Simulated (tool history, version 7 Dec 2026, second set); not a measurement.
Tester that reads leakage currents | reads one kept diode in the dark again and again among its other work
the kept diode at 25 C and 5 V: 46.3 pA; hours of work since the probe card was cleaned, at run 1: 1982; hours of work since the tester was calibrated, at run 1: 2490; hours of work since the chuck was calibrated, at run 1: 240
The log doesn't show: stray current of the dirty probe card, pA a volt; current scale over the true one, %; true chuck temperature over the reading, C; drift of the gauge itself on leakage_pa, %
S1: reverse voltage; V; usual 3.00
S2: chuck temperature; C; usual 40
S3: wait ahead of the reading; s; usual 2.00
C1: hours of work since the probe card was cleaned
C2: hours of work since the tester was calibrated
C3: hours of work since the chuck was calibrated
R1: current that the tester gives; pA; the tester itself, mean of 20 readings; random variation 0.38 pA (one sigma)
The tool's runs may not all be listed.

| run | day | S1 | S2 | S3 | C1 | C2 | C3 | R1 |
|---|---|---|---|---|---|---|---|---|
| 1 | 0.000 | 3.00 | 40 | 2.00 | 1982 | 2490 | 240 | 128.73 |
| 2 | 4.962 | 3.00 | 40 | 2.00 | 2055 | 2562 | 313 | 128.03 |
| 3 | 8.642 | 3.66 | 40 | 2.00 | 2109 | 2616 | 367 | 140.62 |
| 4 | 14.238 | 3.66 | 40 | 2.00 | 2191 | 2698 | 449 | 139.89 |
|  | 18.721 | tester calibrated |
| 5 | 20.562 | 3.00 | 32 | 2.00 | 2282 | 27 | 541 | 70.54 |
| 6 | 25.133 | 2.17 | 40 | 2.00 | 2349 | 94 | 608 | 112.08 |
| 7 | 31.450 | 3.00 | 40 | 2.00 | 2442 | 187 | 700 | 129.43 |
| 8 | 34.421 | 3.00 | 40 | 2.00 | 2485 | 230 | 744 | 128.82 |
| 9 | 39.050 | 3.00 | 40 | 2.00 | 2553 | 298 | 811 | 127.64 |
| 10 | 43.612 | 3.00 | 28 | 2.00 | 2620 | 365 | 878 | 51.51 |
| 11 | 48.775 | 3.00 | 28 | 2.00 | 2696 | 440 | 954 | 51.83 |
| 12 | 54.767 | 10.26 | 40 | 2.00 | 2783 | 528 | 1042 | 225.65 |
|  | 55.479 | probe card cleaned and baked |
| 13 | 58.800 | 10.26 | 40 | 2.37 | 49 | 586 | 1099 | 230.89 |
| 14 | 63.333 | 7.99 | 31 | 4.73 | 115 | 652 | 1166 | 107.13 |
| 15 | 69.221 | 7.99 | 31 | 4.73 | 201 | 738 | 1252 | 108.29 |
| 16 | 74.042 | 7.99 | 31 | 4.73 | 272 | 809 | 1322 | 108.01 |
|  | 75.296 | probe card cleaned and baked, once more |
| 17 | 79.404 | 6.42 | 28 | 6.75 | 60 | 886 | 1399 | 65.20 |
| 18 | 82.262 | 6.42 | 28 | 6.75 | 102 | 928 | 1441 | 64.57 |
| 19 | 87.921 | 2.69 | 25 | 2.99 | 185 | 1010 | 1524 | 34.79 |
| 20 | 92.742 | 7.21 | 37 | 3.60 | 256 | 1081 | 1595 | 141.70 |
| 21 | 95.700 | 4.06 | 20 | 1.02 | 299 | 1125 | 1638 | 27.84 |
| 22 | 98.883 | 4.06 | 20 | 1.02 | 346 | 1171 | 1685 | 28.21 |
| 23 | 102.425 | 3.00 | 31 | 1.58 | 398 | 1223 | 1737 | 60.33 |

3 ways to go on from here, each from the tool as it stands after run 23. What would each give?
| A | 108.367 | 3.00 | 30 | 4.88 | 485 | 1310 | 1824 | ? |
| B | 108.367 | 20.00 | 35 | 1.58 | 485 | 1310 | 1824 | ? |
| C | 108.367 | 3.00 | 20 | 7.52 | 485 | 1310 | 1824 | ? |

| run | R1 |
|---|---|
| A | 55.18 |
| B | 191.43 |
| C | 23.98 |
Without the tool's hidden state the same runs would have given:
| run | R1 |
|---|---|
| A | 56.95 |
| B | 194.82 |
| C | 24.38 |

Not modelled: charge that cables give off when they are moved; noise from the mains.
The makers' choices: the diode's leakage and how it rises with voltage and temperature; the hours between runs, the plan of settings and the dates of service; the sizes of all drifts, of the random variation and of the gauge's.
